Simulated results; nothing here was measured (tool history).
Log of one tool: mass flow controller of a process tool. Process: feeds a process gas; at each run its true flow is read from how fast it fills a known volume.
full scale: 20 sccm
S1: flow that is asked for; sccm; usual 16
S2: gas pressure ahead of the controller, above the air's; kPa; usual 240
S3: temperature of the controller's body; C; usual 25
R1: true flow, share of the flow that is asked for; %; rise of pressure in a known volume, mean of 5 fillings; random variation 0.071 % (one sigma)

run 1 hour=0 | S1=16 S2=240 S3=25 | R1=102.2
run 2 hour=63.8 | S1=16 S2=240 S3=33 | R1=102.38
run 3 hour=202.8 | S1=16 S2=240 S3=25 | R1=102.12
run 4 hour=287.4 | S1=16 S2=240 S3=25 | R1=102.33
run 5 hour=364 | S1=16 S2=240 S3=24 | R1=102.36
run 6 hour=442.5 | S1=16 S2=240 S3=24 | R1=102.55
run 7 hour=506.3 | S1=7 S2=240 S3=24 | R1=102.91
run 8 hour=641.4 | S1=6 S2=240 S3=29 | R1=103.49
run 9 hour=748.3 | S1=6 S2=240 S3=29 | R1=103.59
run 10 hour=833.6 | S1=6 S2=240 S3=29 | R1=103.61
run 11 hour=978 | S1=13 S2=221 S3=22 | R1=102.56
run 12 hour=1115.7 | S1=13 S2=221 S3=22 | R1=102.55
run 13 hour=1206.1 | S1=4 S2=157 S3=31 | R1=105.04

Forecast each of these 4 alternatives for the next run:
run A hour=1334.2 | S1=2 S2=191 S3=25 | R1=?
run B hour=1334.2 | S1=15 S2=147 S3=29 | R1=?
run C hour=1334.2 | S1=11 S2=157 S3=31 | R1=?
run D hour=1334.2 | S1=16 S2=240 S3=29 | R1=?

run=A R1=110.01
run=B R1=102.55
run=C R1=102.68
run=D R1=102.99
Without the tool's hidden state the same runs would have given:
run=A R1=98.06
run=B R1=99.37
run=C R1=99.01
run=D R1=99.89
